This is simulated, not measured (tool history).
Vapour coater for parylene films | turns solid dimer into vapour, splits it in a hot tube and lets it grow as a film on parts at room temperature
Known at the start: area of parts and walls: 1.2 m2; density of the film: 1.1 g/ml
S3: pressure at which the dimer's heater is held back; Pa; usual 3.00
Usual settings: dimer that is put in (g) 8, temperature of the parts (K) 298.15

{"run": 1, "day": 0.0, "dimer that is put in (g)": 8, "temperature of the parts (K)": 298.15, "S3": 3.0, "thickness of the film (um)": 3.4}
{"run": 2, "day": 3.154, "dimer that is put in (g)": 8, "temperature of the parts (K)": 298.15, "S3": 3.0, "thickness of the film (um)": 3.48}
{"run": 3, "day": 4.571, "dimer that is put in (g)": 8, "temperature of the parts (K)": 294.15, "S3": 3.0, "thickness of the film (um)": 4.1}
{"run": 4, "day": 6.146, "dimer that is put in (g)": 8, "temperature of the parts (K)": 294.15, "S3": 3.0, "thickness of the film (um)": 4.04}
{"run": 5, "day": 8.746, "dimer that is put in (g)": 5, "temperature of the parts (K)": 298.15, "S3": 3.0, "thickness of the film (um)": 2.17}
{"run": 6, "day": 11.962, "dimer that is put in (g)": 5, "temperature of the parts (K)": 298.15, "S3": 3.0, "thickness of the film (um)": 2.12}
{"run": 7, "day": 13.65, "dimer that is put in (g)": 5, "temperature of the parts (K)": 298.15, "S3": 3.0, "thickness of the film (um)": 2.13}
{"run": 8, "day": 15.158, "dimer that is put in (g)": 5, "temperature of the parts (K)": 298.15, "S3": 3.0, "thickness of the film (um)": 2.13}
{"run": 9, "day": 17.054, "dimer that is put in (g)": 5, "temperature of the parts (K)": 298.15, "S3": 3.0, "thickness of the film (um)": 2.11}
{"run": 10, "day": 19.8, "dimer that is put in (g)": 8, "temperature of the parts (K)": 298.15, "S3": 2.55, "thickness of the film (um)": 3.44}
{"run": 11, "day": 22.283, "dimer that is put in (g)": 10, "temperature of the parts (K)": 298.15, "S3": 3.0, "thickness of the film (um)": 4.18}
{"run": 12, "day": 24.821, "dimer that is put in (g)": 10, "temperature of the parts (K)": 298.15, "S3": 3.0, "thickness of the film (um)": 4.21}
{"run": 13, "day": 27.717, "dimer that is put in (g)": 4, "temperature of the parts (K)": 291.15, "S3": 2.73, "thickness of the film (um)": 2.2}
{"run": 14, "day": 29.875, "dimer that is put in (g)": 8, "temperature of the parts (K)": 295.15, "S3": 7.49, "thickness of the film (um)": 3.26}
{"day": 30.138, "done": "table's thermometer calibrated"}
{"run": 15, "day": 32.183, "dimer that is put in (g)": 8, "temperature of the parts (K)": 295.15, "S3": 8.84, "thickness of the film (um)": 3.18}
{"run": 16, "day": 33.642, "dimer that is put in (g)": 8, "temperature of the parts (K)": 295.15, "S3": 8.84, "thickness of the film (um)": 3.17}

The next listed run, before its measurement:
{"run": 17, "day": 36.012, "dimer that is put in (g)": 8, "temperature of the parts (K)": 295.15, "S3": 8.84, "thickness of the film (um)": "?"}

Run 17 gave thickness of the film (um) 3.22.
Without the tool's hidden state the same run would have given thickness of the film (um) 3.45.
